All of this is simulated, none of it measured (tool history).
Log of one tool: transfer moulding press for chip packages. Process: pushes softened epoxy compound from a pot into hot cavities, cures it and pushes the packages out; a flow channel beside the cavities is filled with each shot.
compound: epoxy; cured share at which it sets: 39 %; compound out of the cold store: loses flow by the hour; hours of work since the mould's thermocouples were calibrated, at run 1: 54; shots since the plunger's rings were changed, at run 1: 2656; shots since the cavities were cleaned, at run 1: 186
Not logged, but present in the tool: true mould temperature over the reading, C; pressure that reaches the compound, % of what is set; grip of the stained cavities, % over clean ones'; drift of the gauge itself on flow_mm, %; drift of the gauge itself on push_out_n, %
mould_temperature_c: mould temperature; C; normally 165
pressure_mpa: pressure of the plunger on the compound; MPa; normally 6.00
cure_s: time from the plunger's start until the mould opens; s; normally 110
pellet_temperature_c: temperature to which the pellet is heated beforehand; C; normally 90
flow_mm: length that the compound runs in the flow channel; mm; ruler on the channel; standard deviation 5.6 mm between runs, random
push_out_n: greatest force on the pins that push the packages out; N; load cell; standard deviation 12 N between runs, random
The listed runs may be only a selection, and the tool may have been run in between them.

run,hour,mould_temperature_c,pressure_mpa,cure_s,pellet_temperature_c,hours of work since the mould's thermocouples were calibrated,shots since the plunger's rings were changed,shots since the cavities were cleaned,incoming compound's hours out of the cold store,flow_mm,push_out_n
1,0.0,165,6.00,110,90,54,2656,186,17.7,807,538
2,8.8,165,6.00,110,90,58,2731,261,31.8,749,529
3,24.1,165,6.00,110,90,66,2860,390,11.2,829,578
4,33.2,165,6.00,110,90,70,2937,467,36.6,734,532
5,40.2,165,6.00,110,90,74,2997,527,38.6,711,568
6,54.7,165,5.37,110,90,81,3119,649,28.4,707,551
7,64.6,165,5.37,110,90,85,3203,733,10.0,777,579
# hour 69.8: cavities cleaned with cleaning compound and waxed
8,80.8,165,5.37,110,90,93,3327,93,14.6,757,577
9,95.0,165,6.00,110,96,100,3448,214,47.8,691,499
10,110.4,165,6.00,110,96,107,3577,343,15.1,796,523
11,118.0,165,6.00,110,96,111,3642,408,21.3,779,549
12,127.2,165,6.00,110,90,115,3720,486,24.4,778,554
13,135.7,160,6.00,110,90,119,3792,558,41.0,731,742
14,149.0,165,6.00,110,94,126,3904,670,38.5,711,528
15,158.7,163,5.58,94,94,131,3986,752,45.2,691,775
# hour 162.4: cavities cleaned with cleaning compound and waxed
16,173.7,163,5.46,94,94,137,4100,95,17.1,766,899
17,183.8,165,6.00,110,92,142,4186,181,45.9,695,527
18,198.9,165,7.37,110,91,149,4314,309,32.0,824,548
19,215.7,165,7.37,110,91,158,4456,451,35.5,816,545
20,222.7,165,6.60,110,83,161,4515,510,29.1,796,551
# hour 229.7: plunger's sealing rings changed
21,236.7,165,6.60,110,83,167,59,607,20.7,815,565
22,246.6,167,6.00,91,90,172,143,691,36.2,715,647
# hour 256.8: cavities cleaned with cleaning compound and waxed
23,263.3,167,5.59,103,90,179,272,55,15.5,765,561

Run 24 comes next. What will it give?
24,276.0,157,5.68,91,82,185,379,162,36.2,?,?

{"run 24": {"flow_mm": 736, "push_out_n": 1501}}
Minus the tool's unlogged condition, the same run would have read flow_mm 736 mm, push_out_n 1496 N.

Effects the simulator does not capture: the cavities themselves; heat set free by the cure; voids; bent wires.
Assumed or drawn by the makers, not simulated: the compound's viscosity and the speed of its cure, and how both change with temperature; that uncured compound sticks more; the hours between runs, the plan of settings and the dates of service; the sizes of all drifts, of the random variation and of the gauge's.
